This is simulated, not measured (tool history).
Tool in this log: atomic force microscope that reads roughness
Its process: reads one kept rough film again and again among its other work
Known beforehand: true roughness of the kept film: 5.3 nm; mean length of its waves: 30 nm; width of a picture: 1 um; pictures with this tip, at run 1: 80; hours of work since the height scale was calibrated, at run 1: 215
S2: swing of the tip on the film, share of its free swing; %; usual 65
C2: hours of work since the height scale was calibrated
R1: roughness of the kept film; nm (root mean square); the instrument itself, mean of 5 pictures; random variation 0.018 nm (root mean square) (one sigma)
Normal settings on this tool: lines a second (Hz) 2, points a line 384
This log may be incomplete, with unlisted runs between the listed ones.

run 1 hour=0 | lines_a_second_(Hz)=2 S2=65 points_a_line=384 | pictures_with_this_tip=80 C2=215 | R1=3.315
-- hour=4.3 new tip fitted
run 2 hour=40.2 | lines_a_second_(Hz)=2 S2=65 points_a_line=947 | pictures_with_this_tip=53 C2=232 | R1=3.609
-- hour=63.7 new tip fitted
run 3 hour=80 | lines_a_second_(Hz)=2 S2=65 points_a_line=947 | pictures_with_this_tip=24 C2=250 | R1=3.934
-- hour=122.3 new tip fitted
run 4 hour=127.3 | lines_a_second_(Hz)=2 S2=65 points_a_line=947 | pictures_with_this_tip=8 C2=271 | R1=4.103
run 5 hour=167.9 | lines_a_second_(Hz)=2 S2=65 points_a_line=947 | pictures_with_this_tip=67 C2=289 | R1=3.483
-- hour=181.3 new tip fitted
run 6 hour=224.7 | lines_a_second_(Hz)=2 S2=56 points_a_line=384 | pictures_with_this_tip=64 C2=314 | R1=3.595
-- hour=241.1 new tip fitted
run 7 hour=265 | lines_a_second_(Hz)=2 S2=56 points_a_line=384 | pictures_with_this_tip=35 C2=332 | R1=3.846
-- hour=300 new tip fitted
run 8 hour=317.2 | lines_a_second_(Hz)=2 S2=56 points_a_line=384 | pictures_with_this_tip=25 C2=355 | R1=3.985
-- hour=358.4 new tip fitted
run 9 hour=359.3 | lines_a_second_(Hz)=2 S2=56 points_a_line=384 | pictures_with_this_tip=1 C2=374 | R1=4.387
run 10 hour=414.8 | lines_a_second_(Hz)=2 S2=56 points_a_line=384 | pictures_with_this_tip=82 C2=398 | R1=3.325
-- hour=419.5 new tip fitted
run 11 hour=472.6 | lines_a_second_(Hz)=2 S2=56 points_a_line=384 | pictures_with_this_tip=78 C2=424 | R1=3.435
-- hour=481.5 new tip fitted
run 12 hour=502.7 | lines_a_second_(Hz)=2 S2=56 points_a_line=384 | pictures_with_this_tip=31 C2=437 | R1=3.9
run 13 hour=532.9 | lines_a_second_(Hz)=0.61 S2=70 points_a_line=459 | pictures_with_this_tip=76 C2=451 | R1=3.423
-- hour=542.4 new tip fitted
run 14 hour=560.7 | lines_a_second_(Hz)=0.61 S2=70 points_a_line=459 | pictures_with_this_tip=27 C2=463 | R1=4.047
run 15 hour=590.2 | lines_a_second_(Hz)=0.61 S2=70 points_a_line=459 | pictures_with_this_tip=70 C2=476 | R1=3.551
-- hour=601 new tip fitted
run 16 hour=648.7 | lines_a_second_(Hz)=1.54 S2=73 points_a_line=297 | pictures_with_this_tip=70 C2=502 | R1=3.288
-- hour=661.1 new tip fitted
run 17 hour=694 | lines_a_second_(Hz)=2.23 S2=68 points_a_line=356 | pictures_with_this_tip=48 C2=522 | R1=3.592
-- hour=722.6 new tip fitted
run 18 hour=737.1 | lines_a_second_(Hz)=2 S2=65 points_a_line=532 | pictures_with_this_tip=21 C2=541 | R1=4.036
run 19 hour=770.5 | lines_a_second_(Hz)=2 S2=65 points_a_line=532 | pictures_with_this_tip=70 C2=556 | R1=3.442
-- hour=782.2 new tip fitted
run 20 hour=800.3 | lines_a_second_(Hz)=0.68 S2=65 points_a_line=849 | pictures_with_this_tip=26 C2=569 | R1=4.057
run 21 hour=839.1 | lines_a_second_(Hz)=3.02 S2=66 points_a_line=384 | pictures_with_this_tip=83 C2=586 | R1=3.221
-- hour=842.5 new tip fitted
run 22 hour=867.2 | lines_a_second_(Hz)=1.02 S2=65 points_a_line=384 | pictures_with_this_tip=36 C2=598 | R1=3.839
-- hour=902.3 new tip fitted
run 23 hour=919.7 | lines_a_second_(Hz)=1.02 S2=65 points_a_line=384 | pictures_with_this_tip=25 C2=622 | R1=4.012
run 24 hour=949.1 | lines_a_second_(Hz)=0.94 S2=59 points_a_line=391 | pictures_with_this_tip=68 C2=635 | R1=3.546

What if the next run were any one of these 5? Each begins from the tool's condition after run 24:
-- hour=961.6 new tip fitted
run A hour=1000.6 | lines_a_second_(Hz)=2.25 S2=59 points_a_line=459 | pictures_with_this_tip=57 C2=658 | R1=?
-- hour=961.6 new tip fitted
run B hour=1000.6 | lines_a_second_(Hz)=2 S2=75 points_a_line=384 | pictures_with_this_tip=57 C2=658 | R1=?
-- hour=961.6 new tip fitted
run C hour=1000.6 | lines_a_second_(Hz)=1.15 S2=65 points_a_line=326 | pictures_with_this_tip=57 C2=658 | R1=?
-- hour=961.6 new tip fitted
run D hour=1000.6 | lines_a_second_(Hz)=0.93 S2=70 points_a_line=467 | pictures_with_this_tip=57 C2=658 | R1=?
-- hour=961.6 new tip fitted
run E hour=1000.6 | lines_a_second_(Hz)=0.94 S2=59 points_a_line=391 | pictures_with_this_tip=57 C2=658 | R1=?

run=A R1=3.61
run=B R1=3.408
run=C R1=3.627
run=D R1=3.606
run=E R1=3.673
Without the tool's unlogged condition, the same runs would have read:
run=A R1=4.374
run=B R1=4.128
run=C R1=4.392
run=D R1=4.368
run=E R1=4.45

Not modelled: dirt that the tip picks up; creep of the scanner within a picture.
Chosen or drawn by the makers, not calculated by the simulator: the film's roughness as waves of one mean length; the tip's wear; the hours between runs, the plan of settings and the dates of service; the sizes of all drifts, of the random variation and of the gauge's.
